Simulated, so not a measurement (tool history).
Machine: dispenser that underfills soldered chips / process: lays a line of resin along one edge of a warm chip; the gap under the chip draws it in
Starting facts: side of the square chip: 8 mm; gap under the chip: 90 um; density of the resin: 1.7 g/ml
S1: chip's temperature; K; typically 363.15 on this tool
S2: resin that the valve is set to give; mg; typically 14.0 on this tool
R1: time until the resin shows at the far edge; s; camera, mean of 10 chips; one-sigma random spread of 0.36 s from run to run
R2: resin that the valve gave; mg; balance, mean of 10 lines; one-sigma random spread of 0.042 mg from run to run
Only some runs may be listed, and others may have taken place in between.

| run | hour | S1 | S2 | R1 | R2 |
|---|---|---|---|---|---|
| 1 | 0.0 | 363.15 | 14.0 | 22.1 | 13.70 |
|  | 7.3 | new syringe of resin |
| 2 | 9.3 | 363.15 | 16.9 | 22.5 | 16.59 |
|  | 16.2 | new syringe of resin |
| 3 | 17.3 | 363.15 | 16.9 | 22.2 | 16.47 |
| 4 | 23.5 | 363.15 | 16.9 | 29.4 | 16.40 |
|  | 24.5 | new syringe of resin |
| 5 | 30.5 | 363.15 | 16.9 | 26.1 | 16.45 |
|  | 33.5 | new syringe of resin |
| 6 | 37.3 | 363.15 | 17.7 | 23.9 | 17.17 |
|  | 42.5 | new syringe of resin |
| 7 | 44.9 | 363.15 | 17.7 | 23.1 | 17.24 |
|  | 50.8 | new syringe of resin |
|  | 52.7 | dispensing valve cleaned and set on the balance |
| 8 | 53.3 | 363.15 | 17.7 | 22.6 | 17.61 |
|  | 60.5 | new syringe of resin |
| 9 | 63.8 | 363.15 | 14.0 | 24.7 | 13.94 |
|  | 69.2 | new syringe of resin |
| 10 | 74.1 | 363.15 | 14.7 | 26.5 | 14.53 |
|  | 78.2 | new syringe of resin |
| 11 | 85.9 | 363.15 | 14.7 | 29.5 | 14.58 |
|  | 87.0 | new syringe of resin |
|  | 96.0 | new syringe of resin |
| 12 | 96.2 | 363.15 | 14.7 | 21.7 | 14.49 |
|  | 105.3 | new syringe of resin |
| 13 | 105.4 | 363.15 | 14.0 | 21.5 | 13.76 |
|  | 114.3 | new syringe of resin |
| 14 | 114.7 | 363.15 | 14.0 | 21.5 | 13.79 |
|  | 123.2 | new syringe of resin |
| 15 | 123.3 | 363.15 | 14.0 | 21.8 | 13.69 |
|  | 132.0 | new syringe of resin |
| 16 | 135.8 | 363.15 | 17.8 | 24.9 | 17.34 |
|  | 140.1 | new syringe of resin |
| 17 | 147.7 | 363.15 | 17.8 | 28.5 | 17.38 |
|  | 148.6 | new syringe of resin |
|  | 156.8 | new syringe of resin |
| 18 | 160.8 | 365.15 | 12.3 | 25.5 | 11.91 |
|  | 165.3 | new syringe of resin |
|  | 173.9 | new syringe of resin |
| 19 | 173.9 | 372.15 | 13.1 | 16.8 | 12.67 |
|  | 182.6 | new syringe of resin |
|  | 186.8 | dispensing valve cleaned and set on the balance |
| 20 | 187.5 | 356.15 | 13.6 | 32.6 | 13.51 |
|  | 192.1 | new syringe of resin |
| 21 | 196.4 | 366.15 | 12.0 | 23.4 | 11.90 |
|  | 201.0 | new syringe of resin |
| 22 | 207.8 | 352.15 | 13.4 | 43.0 | 13.27 |
|  | 209.6 | new syringe of resin |
|  | 218.8 | new syringe of resin |
| 23 | 222.4 | 362.15 | 14.0 | 26.1 | 13.76 |
|  | 227.7 | new syringe of resin |
|  | 236.6 | new syringe of resin |
| 24 | 236.6 | 359.15 | 14.1 | 24.7 | 13.83 |
|  | 244.8 | new syringe of resin |
| 25 | 250.8 | 358.15 | 14.4 | 32.7 | 14.10 |
|  | 254.0 | new syringe of resin |
| 26 | 260.7 | 374.15 | 15.3 | 20.4 | 14.91 |
|  | 263.0 | new syringe of resin |
|  | 271.1 | new syringe of resin |
| 27 | 274.1 | 366.15 | 15.0 | 21.7 | 14.53 |
|  | 280.1 | new syringe of resin |
| 28 | 283.1 | 366.15 | 15.0 | 22.0 | 14.47 |
|  | 288.8 | new syringe of resin |
| 29 | 296.2 | 357.15 | 15.0 | 36.6 | 14.43 |
|  | 297.7 | new syringe of resin |
| 30 | 304.4 | 365.15 | 13.5 | 27.2 | 12.99 |

Per-run results on a tool with no hidden state, each run keeping its own random variation:
The hidden state here: resin's viscosity, % of fresh resin's; dose that the valve gives, % of what is set; true chip temperature over the reading, C; drift of the gauge itself on fill_s, %; drift of the gauge itself on given_mg, %.
| run | R1 | R2 |
|---|---|---|
| 1 | 19.9 | 13.96 |
| 2 | 20.1 | 16.95 |
| 3 | 20.4 | 16.86 |
| 4 | 21.0 | 16.83 |
| 5 | 20.0 | 16.90 |
| 6 | 20.0 | 17.68 |
| 7 | 20.2 | 17.78 |
| 8 | 20.3 | 17.67 |
| 9 | 21.1 | 14.04 |
| 10 | 20.9 | 14.66 |
| 11 | 20.8 | 14.76 |
| 12 | 21.1 | 14.71 |
| 13 | 20.6 | 14.00 |
| 14 | 20.6 | 14.07 |
| 15 | 21.0 | 14.00 |
| 16 | 20.5 | 17.78 |
| 17 | 20.0 | 17.87 |
| 18 | 20.6 | 12.29 |
| 19 | 16.1 | 13.12 |
| 20 | 26.8 | 13.60 |
| 21 | 19.0 | 12.00 |
| 22 | 31.4 | 13.42 |
| 23 | 22.1 | 13.98 |
| 24 | 23.3 | 14.10 |
| 25 | 24.6 | 14.42 |
| 26 | 14.9 | 15.30 |
| 27 | 18.4 | 14.96 |
| 28 | 18.5 | 14.95 |
| 29 | 25.3 | 14.94 |
| 30 | 19.9 | 13.49 |
